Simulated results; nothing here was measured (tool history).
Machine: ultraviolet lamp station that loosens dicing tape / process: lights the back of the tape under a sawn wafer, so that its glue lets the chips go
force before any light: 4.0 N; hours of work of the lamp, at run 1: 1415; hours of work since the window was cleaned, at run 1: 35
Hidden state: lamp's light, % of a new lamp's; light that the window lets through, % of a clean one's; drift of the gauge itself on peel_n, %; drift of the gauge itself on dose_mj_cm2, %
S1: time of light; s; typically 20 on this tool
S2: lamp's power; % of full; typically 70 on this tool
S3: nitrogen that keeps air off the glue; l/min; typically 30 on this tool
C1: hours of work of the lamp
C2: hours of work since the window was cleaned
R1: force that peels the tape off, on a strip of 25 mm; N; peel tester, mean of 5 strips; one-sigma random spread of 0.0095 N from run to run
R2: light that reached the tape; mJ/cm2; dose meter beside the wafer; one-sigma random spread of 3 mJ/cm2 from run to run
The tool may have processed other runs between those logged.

Run 1, hour 0: usual settings; C1 1415; C2 35. Result: R1 0.411 N, R2 448 mJ/cm2.
Run 2, hour 54.9: usual settings but S3 20 l/min; C1 1446; C2 66. Result: R1 0.547 N, R2 453 mJ/cm2.
Run 3, hour 88.5: usual settings but S3 20 l/min; C1 1466; C2 85. Result: R1 0.566 N, R2 456 mJ/cm2.
Run 4, hour 151.8: usual settings; C1 1502; C2 121. Result: R1 0.402 N, R2 446 mJ/cm2.
Run 5, hour 195.5: usual settings; C1 1527; C2 146. Result: R1 0.402 N, R2 451 mJ/cm2.
Run 6, hour 257.4: usual settings but S1 36 s; C1 1562; C2 182. Result: R1 0.105 N, R2 808 mJ/cm2.
At hour 305.5: window cleaned of glue's vapour.
Run 7, hour 311.3: usual settings but S1 36 s, S3 23 l/min; C1 1592; C2 3. Result: R1 0.13 N, R2 808 mJ/cm2.
Run 8, hour 353.7: usual settings; C1 1617; C2 28. Result: R1 0.402 N, R2 455 mJ/cm2.
Run 9, hour 396.6: usual settings; C1 1641; C2 52. Result: R1 0.405 N, R2 455 mJ/cm2.
Run 10, hour 442.6: usual settings; C1 1667; C2 78. Result: R1 0.399 N, R2 446 mJ/cm2.
Run 11, hour 472.6: usual settings; C1 1684; C2 95. Result: R1 0.409 N, R2 450 mJ/cm2.
Run 12, hour 531.2: usual settings; C1 1718; C2 129. Result: R1 0.4 N, R2 451 mJ/cm2.
Run 13, hour 594.3: usual settings; C1 1754; C2 165. Result: R1 0.395 N, R2 450 mJ/cm2.
Run 14, hour 646.9: usual settings but S1 16 s; C1 1784; C2 195. Result: R1 0.628 N, R2 359 mJ/cm2.
At hour 672.7: window cleaned of glue's vapour.
Run 15, hour 683.6: usual settings but S1 14 s, S2 63 % of full, S3 17 l/min; C1 1804; C2 6. Result: R1 1.222 N, R2 281 mJ/cm2.
Run 16, hour 720.8: usual settings but S1 14 s, S2 63 % of full, S3 17 l/min; C1 1826; C2 27. Result: R1 1.196 N, R2 287 mJ/cm2.
Run 17, hour 746.2: usual settings but S1 14 s, S2 65 % of full; C1 1840; C2 42. Result: R1 0.861 N, R2 289 mJ/cm2.
At hour 784.9: lamp changed.
Run 18, hour 787.5: usual settings but S2 67 % of full; C1 1; C2 65. Result: R1 0.426 N, R2 432 mJ/cm2.
Run 19, hour 826.2: usual settings but S1 35 s, S2 81 % of full, S3 55 l/min; C1 24; C2 87. Result: R1 0.064 N, R2 912 mJ/cm2.
Run 20, hour 866.1: usual settings but S1 35 s, S2 75 % of full, S3 14 l/min; C1 46; C2 110. Result: R1 0.185 N, R2 842 mJ/cm2.
Run 21, hour 929.5: usual settings but S1 35 s, S2 99 % of full, S3 41 l/min; C1 82; C2 146. Result: R1 0.062 N, R2 1118 mJ/cm2.
Run 22, hour 966: usual settings but S1 15 s, S2 64 % of full, S3 14 l/min; C1 103; C2 167. Result: R1 1.166 N, R2 309 mJ/cm2.
Run 23, hour 1027.2: usual settings but S1 33 s, S2 64 % of full, S3 11 l/min; C1 138; C2 202. Result: R1 0.368 N, R2 685 mJ/cm2.
At hour 1042.4: window cleaned of glue's vapour.
Run 24, hour 1080.3: usual settings but S1 33 s, S2 64 % of full, S3 11 l/min; C1 168; C2 22. Result: R1 0.375 N, R2 679 mJ/cm2.
Run 25, hour 1109.2: usual settings but S1 31 s, S2 64 % of full, S3 14 l/min; C1 185; C2 38. Result: R1 0.346 N, R2 646 mJ/cm2.
Run 26, hour 1147.3: usual settings but S1 16 s, S3 27 l/min; C1 206; C2 60. Result: R1 0.68 N, R2 365 mJ/cm2.
Run 27, hour 1207.1: usual settings but S1 17 s, S3 24 l/min; C1 241; C2 94. Result: R1 0.614 N, R2 387 mJ/cm2.

Each row is a separate what-if for the run after 27, all from the same tool condition, not one after another. Results?
Run A, hour 1252.3: usual settings but S1 36 s, S3 19 l/min; C1 266; C2 120. Result: R1 ?, R2 ?.
Run B, hour 1252.3: usual settings but S1 15 s, S3 24 l/min; C1 266; C2 120. Result: R1 ?, R2 ?.
Run C, hour 1252.3: usual settings but S1 17 s, S2 87 % of full, S3 24 l/min; C1 266; C2 120. Result: R1 ?, R2 ?.

run     R1   R2
  A  0.154  815
  B  0.826  343
  C  0.425  476
With the hidden condition removed and each run's random variation left untouched, the same runs would have given:
run     R1   R2
  A  0.153  816
  B  0.824  343
  C  0.424  476
